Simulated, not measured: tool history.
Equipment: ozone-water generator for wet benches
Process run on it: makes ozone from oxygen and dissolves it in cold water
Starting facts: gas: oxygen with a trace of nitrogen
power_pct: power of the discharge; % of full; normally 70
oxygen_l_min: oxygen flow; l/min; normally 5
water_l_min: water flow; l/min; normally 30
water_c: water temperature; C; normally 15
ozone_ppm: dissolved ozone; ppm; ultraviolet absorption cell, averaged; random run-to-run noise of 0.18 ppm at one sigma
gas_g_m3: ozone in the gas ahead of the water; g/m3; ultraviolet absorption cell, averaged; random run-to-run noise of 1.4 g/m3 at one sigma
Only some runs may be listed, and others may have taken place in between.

{"run": 1, "hour": 0.0, "power_pct": 70, "oxygen_l_min": 5, "water_l_min": 30, "water_c": 15, "ozone_ppm": 24.7, "gas_g_m3": 259.3}
{"run": 2, "hour": 47.6, "power_pct": 70, "oxygen_l_min": 5, "water_l_min": 40, "water_c": 15, "ozone_ppm": 19.2, "gas_g_m3": 259.7}
{"run": 3, "hour": 81.8, "power_pct": 70, "oxygen_l_min": 5, "water_l_min": 40, "water_c": 15, "ozone_ppm": 19.2, "gas_g_m3": 261.9}
{"run": 4, "hour": 119.9, "power_pct": 70, "oxygen_l_min": 5, "water_l_min": 40, "water_c": 15, "ozone_ppm": 18.7, "gas_g_m3": 260.9}
{"run": 5, "hour": 173.7, "power_pct": 64, "oxygen_l_min": 5, "water_l_min": 30, "water_c": 15, "ozone_ppm": 23.1, "gas_g_m3": 244.3}
{"run": 6, "hour": 215.3, "power_pct": 64, "oxygen_l_min": 5, "water_l_min": 30, "water_c": 15, "ozone_ppm": 23.1, "gas_g_m3": 244}
{"run": 7, "hour": 264.8, "power_pct": 65, "oxygen_l_min": 5, "water_l_min": 30, "water_c": 15, "ozone_ppm": 22.9, "gas_g_m3": 246.5}
{"run": 8, "hour": 290.4, "power_pct": 65, "oxygen_l_min": 5, "water_l_min": 30, "water_c": 15, "ozone_ppm": 23, "gas_g_m3": 245.7}
{"run": 9, "hour": 313.4, "power_pct": 70, "oxygen_l_min": 6.27, "water_l_min": 30, "water_c": 15, "ozone_ppm": 25.4, "gas_g_m3": 232.3}
{"run": 10, "hour": 343.6, "power_pct": 70, "oxygen_l_min": 6.27, "water_l_min": 30, "water_c": 15, "ozone_ppm": 25.1, "gas_g_m3": 231.7}
{"run": 11, "hour": 367.9, "power_pct": 70, "oxygen_l_min": 5, "water_l_min": 24, "water_c": 15, "ozone_ppm": 29.2, "gas_g_m3": 256.9}
{"run": 12, "hour": 399.4, "power_pct": 70, "oxygen_l_min": 5, "water_l_min": 30, "water_c": 15, "ozone_ppm": 24.2, "gas_g_m3": 256.7}
{"run": 13, "hour": 453.0, "power_pct": 50, "oxygen_l_min": 5, "water_l_min": 30, "water_c": 15, "ozone_ppm": 19.8, "gas_g_m3": 206.5}
{"run": 14, "hour": 493.7, "power_pct": 70, "oxygen_l_min": 5, "water_l_min": 30, "water_c": 15, "ozone_ppm": 24.2, "gas_g_m3": 256.2}
{"run": 15, "hour": 538.8, "power_pct": 70, "oxygen_l_min": 5, "water_l_min": 30, "water_c": 15, "ozone_ppm": 23.8, "gas_g_m3": 254.2}
{"run": 16, "hour": 570.3, "power_pct": 70, "oxygen_l_min": 5, "water_l_min": 22, "water_c": 15, "ozone_ppm": 30.9, "gas_g_m3": 257.4}
{"run": 17, "hour": 595.1, "power_pct": 70, "oxygen_l_min": 5, "water_l_min": 22, "water_c": 15, "ozone_ppm": 29.9, "gas_g_m3": 255.9}
{"run": 18, "hour": 618.4, "power_pct": 50, "oxygen_l_min": 5, "water_l_min": 41, "water_c": 15, "ozone_ppm": 14.7, "gas_g_m3": 206.3}
{"run": 19, "hour": 668.6, "power_pct": 50, "oxygen_l_min": 5, "water_l_min": 41, "water_c": 15, "ozone_ppm": 14.6, "gas_g_m3": 206}
{"run": 20, "hour": 708.0, "power_pct": 57, "oxygen_l_min": 5, "water_l_min": 30, "water_c": 15, "ozone_ppm": 20.8, "gas_g_m3": 224.2}
{"run": 21, "hour": 732.5, "power_pct": 88, "oxygen_l_min": 5.24, "water_l_min": 30, "water_c": 15, "ozone_ppm": 27.6, "gas_g_m3": 283.6}
{"run": 22, "hour": 772.7, "power_pct": 88, "oxygen_l_min": 5.24, "water_l_min": 30, "water_c": 15, "ozone_ppm": 27.9, "gas_g_m3": 285.7}
{"run": 23, "hour": 801.3, "power_pct": 88, "oxygen_l_min": 5.24, "water_l_min": 28, "water_c": 15, "ozone_ppm": 28.7, "gas_g_m3": 285.4}
{"run": 24, "hour": 829.6, "power_pct": 88, "oxygen_l_min": 5.24, "water_l_min": 28, "water_c": 14, "ozone_ppm": 29, "gas_g_m3": 282.1}
{"run": 25, "hour": 863.7, "power_pct": 44, "oxygen_l_min": 4.03, "water_l_min": 36, "water_c": 18, "ozone_ppm": 14, "gas_g_m3": 209.4}
{"run": 26, "hour": 891.3, "power_pct": 75, "oxygen_l_min": 7.32, "water_l_min": 38, "water_c": 19, "ozone_ppm": 21.1, "gas_g_m3": 221.3}
{"run": 27, "hour": 915.1, "power_pct": 70, "oxygen_l_min": 4.54, "water_l_min": 45, "water_c": 15, "ozone_ppm": 15.8, "gas_g_m3": 261.8}
{"run": 28, "hour": 946.9, "power_pct": 70, "oxygen_l_min": 4.54, "water_l_min": 45, "water_c": 15, "ozone_ppm": 15.8, "gas_g_m3": 261}
{"run": 29, "hour": 994.4, "power_pct": 46, "oxygen_l_min": 5, "water_l_min": 30, "water_c": 12, "ozone_ppm": 18.6, "gas_g_m3": 194.2}
{"run": 30, "hour": 1048.2, "power_pct": 70, "oxygen_l_min": 5, "water_l_min": 37, "water_c": 15, "ozone_ppm": 19.3, "gas_g_m3": 248}
{"run": 31, "hour": 1079.4, "power_pct": 70, "oxygen_l_min": 5, "water_l_min": 37, "water_c": 15, "ozone_ppm": 19.6, "gas_g_m3": 250.4}
{"run": 32, "hour": 1131.0, "power_pct": 52, "oxygen_l_min": 5.8, "water_l_min": 30, "water_c": 15, "ozone_ppm": 20.1, "gas_g_m3": 196.8}

Selected run-to-run steps in ozone_ppm, each split into two signed amounts: the part the tool would show with no hidden state at all (from settings, incoming material and random variation), and the remainder, which goes to the hidden state together with any gauge scatter not common to the measured and the hidden-state-free results:
Hidden state present: yield of the discharge, % of new electrodes'; contactor's efficiency, % of a clean one's; true water temperature over the reading, C; drift of the gauge itself on ozone_ppm, %; drift of the gauge itself on gas_g_m3, %.
Run 17 -> 18: power_pct 70 -> 50, water_l_min 22 -> 41. ozone_ppm -15.2 ppm: hidden state +1.1, all else -16.3.
Run 24 -> 25: power_pct 88 -> 44, oxygen_l_min 5.24 -> 4.03, water_l_min 28 -> 36, water_c 14 -> 18. ozone_ppm -15 ppm: hidden state +1.8, all else -16.8.
Run 25 -> 26: power_pct 44 -> 75, oxygen_l_min 4.03 -> 7.32, water_l_min 36 -> 38, water_c 18 -> 19. ozone_ppm +7.1 ppm: hidden state -1.1, all else +8.2.
